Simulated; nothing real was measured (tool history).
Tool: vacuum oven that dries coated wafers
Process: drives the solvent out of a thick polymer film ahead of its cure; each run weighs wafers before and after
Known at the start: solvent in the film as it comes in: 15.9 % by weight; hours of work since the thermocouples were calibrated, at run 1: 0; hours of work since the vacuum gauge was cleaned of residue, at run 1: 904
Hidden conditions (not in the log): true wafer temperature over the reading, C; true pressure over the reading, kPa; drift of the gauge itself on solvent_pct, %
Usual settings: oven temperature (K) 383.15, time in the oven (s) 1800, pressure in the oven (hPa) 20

run      day  oven temperature (K)  time in the oven (s)  pressure in the oven (hPa)  hours of work since the thermocouples were calibrated  hours of work since the vacuum gauge was cleaned of residue  solvent left in the film (%)
  1        0                383.15                  1800                          20                                                      0                                                          904                          2.27
  2    4.738                383.15                  1800                          20                                                     49                                                          953                          2.22
  3    8.312                383.15                  1800                          20                                                     85                                                          989                          2.31
  4   12.088                383.15                  1080                          20                                                    124                                                         1028                          4.05
  5   17.092                383.15                  1080                          20                                                    175                                                         1079                             4
  6   20.692                396.15                  1800                          20                                                    212                                                         1116                          0.77
  7     24.4                370.15                  1800                          20                                                    250                                                         1154                          5.51
  8   27.621                370.15                  1800                          20                                                    283                                                         1187                          5.61
  9   31.717                370.15                  1800                          20                                                    325                                                         1229                          5.58
 10   35.988                370.15                  1800                          20                                                    369                                                         1273                          5.59
 11   39.667                383.15                  1800                        40.9                                                    406                                                         1310                          3.06
 12   43.054                383.15                  1800                        40.9                                                    441                                                         1345                          2.92
 13   48.446                383.15                  1800                          20                                                    496                                                         1400                          2.09
 14   50.729                383.15                  1980                          20                                                    520                                                         1424                          2.03
 15   56.075                383.15                  1980                          20                                                    574                                                         1478                          1.94
 16   61.025                383.15                  1980                          20                                                    625                                                         1529                           1.9
      61.538  -- vacuum gauge cleaned of residue and calibrated
 17   64.571                383.15                  1800                          20                                                    661                                                           31                          2.12
 18     68.6                383.15                  1800                          20                                                    702                                                           72                          2.19
      69.108  -- vacuum gauge cleaned of residue and calibrated, once more
 19   71.796                383.15                  1800                          20                                                    734                                                           28                          1.86
 20   77.146                387.15                  1080                          20                                                    789                                                           82                          2.64
 21   79.425                387.15                  1080                        10.1                                                    812                                                          106                          2.41
 22   84.254                372.15                  1320                        10.1                                                    862                                                          155                          5.38
 23   87.683                383.15                  1800                        46.2                                                    897                                                          190                          2.85
 24   90.046                379.15                  1440                        12.2                                                    921                                                          214                          3.16
 25     94.9                379.15                  1380                        12.2                                                    971                                                          264                          3.37
 26   97.871                379.15                  1200                        37.5                                                   1001                                                          295                          4.84
 27  100.462                385.15                  2520                        34.6                                                   1028                                                          321                          1.58
 28  105.329                377.15                  2160                        72.2                                                   1077                                                          371                          4.86
 29  108.346                372.15                  2400                        72.2                                                   1108                                                          402                          5.88
 30  111.408                384.15                  1800                          20                                                   1140                                                          433                          1.73
 31  115.246                384.15                  1800                          20                                                   1179                                                          473                          1.74
 32  118.429                381.15                  3060                          20                                                   1212                                                          505                          1.16
 33  121.871                380.15                  1080                        20.1                                                   1247                                                          540                          4.34

Each row is a separate what-if for the run after 33, all from the same tool condition, not one after another. Results?
  A  126.671                380.15                  1200                        51.2                                                   1296                                                          589                             ?
  B  126.671                381.15                  1800                        31.1                                                   1296                                                          589                             ?
  C  126.671                380.15                  1080                          38                                                   1296                                                          589                             ?
  D  126.671                383.15                  1800                          20                                                   1296                                                          589                             ?

run  solvent left in the film (%)
  A                          4.96
  B                          2.67
  C                          4.85
  D                          1.83
Had the tool no hidden state, the same runs would have come out as:
run  solvent left in the film (%)
  A                           5.4
  B                          2.96
  C                           5.3
  D                          2.06

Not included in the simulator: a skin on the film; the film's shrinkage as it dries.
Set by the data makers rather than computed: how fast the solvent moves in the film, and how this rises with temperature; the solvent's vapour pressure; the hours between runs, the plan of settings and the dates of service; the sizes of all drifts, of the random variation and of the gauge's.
